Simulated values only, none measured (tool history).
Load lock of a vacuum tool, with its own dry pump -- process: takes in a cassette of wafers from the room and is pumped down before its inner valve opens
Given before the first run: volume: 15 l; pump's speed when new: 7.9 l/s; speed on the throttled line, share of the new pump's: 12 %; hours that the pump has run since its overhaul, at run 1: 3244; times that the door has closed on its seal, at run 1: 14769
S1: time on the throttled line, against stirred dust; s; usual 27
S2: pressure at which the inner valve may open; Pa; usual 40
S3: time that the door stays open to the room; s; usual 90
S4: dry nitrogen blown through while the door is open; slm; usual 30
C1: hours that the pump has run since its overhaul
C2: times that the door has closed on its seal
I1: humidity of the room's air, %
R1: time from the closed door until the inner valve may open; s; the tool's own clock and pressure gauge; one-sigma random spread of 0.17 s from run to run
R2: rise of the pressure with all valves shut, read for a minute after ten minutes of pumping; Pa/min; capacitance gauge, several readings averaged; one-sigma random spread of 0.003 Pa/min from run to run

run 1 hour=0 | S1=27 S2=40 S3=90 S4=30 | C1=3244 C2=14769 | I1=42.6 | R1=39.7 R2=0.048
run 2 hour=274.8 | S1=27 S2=40 S3=90 S4=30 | C1=3519 C2=15160 | I1=45.5 | R1=40 R2=0.054
run 3 hour=772.9 | S1=27 S2=40 S3=90 S4=11 | C1=4017 C2=15868 | I1=47.7 | R1=40.4 R2=0.07
run 4 hour=1110.6 | S1=27 S2=40 S3=90 S4=11 | C1=4355 C2=16348 | I1=46 | R1=40.7 R2=0.068
run 5 hour=1373.6 | S1=27 S2=40 S3=90 S4=11 | C1=4618 C2=16722 | I1=44 | R1=40.4 R2=0.066
run 6 hour=1729.3 | S1=27 S2=40 S3=30 S4=30 | C1=4973 C2=17228 | I1=45.5 | R1=40.6 R2=0.053
run 7 hour=2013.2 | S1=27 S2=40 S3=30 S4=30 | C1=5257 C2=17632 | I1=46.3 | R1=40.8 R2=0.051
run 8 hour=2480.9 | S1=27 S2=40 S3=30 S4=30 | C1=5725 C2=18297 | I1=41 | R1=41.1 R2=0.05
run 9 hour=2771.7 | S1=27 S2=40 S3=30 S4=30 | C1=6016 C2=18711 | I1=42.9 | R1=41 R2=0.054
run 10 hour=3082.1 | S1=27 S2=40 S3=90 S4=30 | C1=6326 C2=19152 | I1=43.6 | R1=41.3 R2=0.06
run 11 hour=3363.2 | S1=27 S2=40 S3=90 S4=30 | C1=6607 C2=19552 | I1=45.1 | R1=41.2 R2=0.064
run 12 hour=3848 | S1=27 S2=40 S3=90 S4=30 | C1=7092 C2=20241 | I1=44.1 | R1=41.7 R2=0.065
run 13 hour=4358.4 | S1=27 S2=40 S3=90 S4=30 | C1=7602 C2=20967 | I1=46.3 | R1=42 R2=0.074
run 14 hour=4813.8 | S1=27 S2=40 S3=90 S4=30 | C1=8058 C2=21615 | I1=42.6 | R1=42.3 R2=0.067
run 15 hour=5369.3 | S1=27 S2=40 S3=90 S4=30 | C1=8613 C2=22405 | I1=46.1 | R1=42.5 R2=0.07
run 16 hour=5845.8 | S1=27 S2=40 S3=90 S4=30 | C1=9090 C2=23083 | I1=42.8 | R1=42.7 R2=0.074
run 17 hour=6139.7 | S1=24 S2=40 S3=90 S4=30 | C1=9384 C2=23501 | I1=44.3 | R1=40.2 R2=0.069
-- hour=6181.6 dry pump taken out, an overhauled one fitted
run 18 hour=6400.2 | S1=24 S2=40 S3=147 S4=42 | C1=219 C2=23862 | I1=44.2 | R1=36.1 R2=0.071
run 19 hour=6946.1 | S1=50 S2=30 S3=28 S4=5 | C1=764 C2=24639 | I1=45.2 | R1=59.8 R2=0.089
run 20 hour=7240.6 | S1=22 S2=43 S3=113 S4=22 | C1=1059 C2=25058 | I1=46.6 | R1=34.6 R2=0.093
run 21 hour=7692.2 | S1=14 S2=61 S3=48 S4=12 | C1=1511 C2=25700 | I1=47.4 | R1=27.2 R2=0.086
run 22 hour=7961.9 | S1=42 S2=61 S3=35 S4=12 | C1=1780 C2=26084 | I1=45.8 | R1=51.5 R2=0.089
run 23 hour=8307.2 | S1=19 S2=65 S3=72 S4=22 | C1=2126 C2=26575 | I1=51.9 | R1=31.5 R2=0.088
run 24 hour=8712.4 | S1=19 S2=65 S3=92 S4=10 | C1=2531 C2=27151 | I1=41 | R1=31.5 R2=0.103
run 25 hour=8958.1 | S1=19 S2=65 S3=92 S4=10 | C1=2776 C2=27500 | I1=44.9 | R1=31.9 R2=0.108
run 26 hour=9420.9 | S1=33 S2=51 S3=92 S4=10 | C1=3239 C2=28158 | I1=47.1 | R1=44.4 R2=0.114
run 27 hour=9901.9 | S1=25 S2=75 S3=92 S4=10 | C1=3720 C2=28842 | I1=46.9 | R1=36.9 R2=0.114
run 28 hour=10443.2 | S1=25 S2=75 S3=92 S4=10 | C1=4262 C2=29612 | I1=46.2 | R1=37.1 R2=0.113
run 29 hour=10865.4 | S1=20 S2=29 S3=33 S4=11 | C1=4684 C2=30213 | I1=47.8 | R1=35.3 R2=0.105
run 30 hour=11415.2 | S1=40 S2=40 S3=90 S4=11 | C1=5234 C2=30995 | I1=43.4 | R1=52.2 R2=0.116
run 31 hour=11845.5 | S1=41 S2=29 S3=126 S4=11 | C1=5664 C2=31607 | I1=44 | R1=53.9 R2=0.12
run 32 hour=12360.2 | S1=30 S2=41 S3=30 S4=6 | C1=6179 C2=32339 | I1=45.9 | R1=44 R2=0.117
run 33 hour=12798.9 | S1=20 S2=62 S3=205 S4=30 | C1=6617 C2=32963 | I1=44.7 | R1=34.6 R2=0.117
run 34 hour=13121.7 | S1=25 S2=28 S3=90 S4=30 | C1=6940 C2=33422 | I1=44.8 | R1=40.5 R2=0.114

Selected run-to-run steps in R1, each split into two signed amounts: the part the tool would show with no hidden state at all (from settings, incoming material and random variation), and the remainder, which goes to the hidden state together with any gauge scatter not common to the measured and the hidden-state-free results:
What the log doesn't record here: pump's speed, % of a new pump's; leak at the door's seal, Pa l/s; drift of the gauge itself on ready_s, %; drift of the gauge itself on rise_pa_min, %.
Run 17 -> 18: S3 90 -> 147, S4 30 -> 42, dry pump taken out, an overhauled one fitted. R1 -4.1 s: hidden state -4.2, all else +0.1.
Run 18 -> 19: S1 24 -> 50, S2 40 -> 30, S3 147 -> 28, S4 42 -> 5. R1 +23.7 s: hidden state +0.1, all else +23.6.
Run 19 -> 20: S1 50 -> 22, S2 30 -> 43, S3 28 -> 113, S4 5 -> 22. R1 -25.2 s: hidden state +0.2, all else -25.4.
Run 21 -> 22: S1 14 -> 42, S3 48 -> 35. R1 +24.3 s: hidden state -0.1, all else +24.4.
Run 28 -> 29: S1 25 -> 20, S2 75 -> 29, S3 92 -> 33, S4 10 -> 11. R1 -1.8 s: hidden state +0.5, all else -2.3.
Run 32 -> 33: S1 30 -> 20, S2 41 -> 62, S3 30 -> 205, S4 6 -> 30. R1 -9.4 s: hidden state +0.4, all else -9.8.
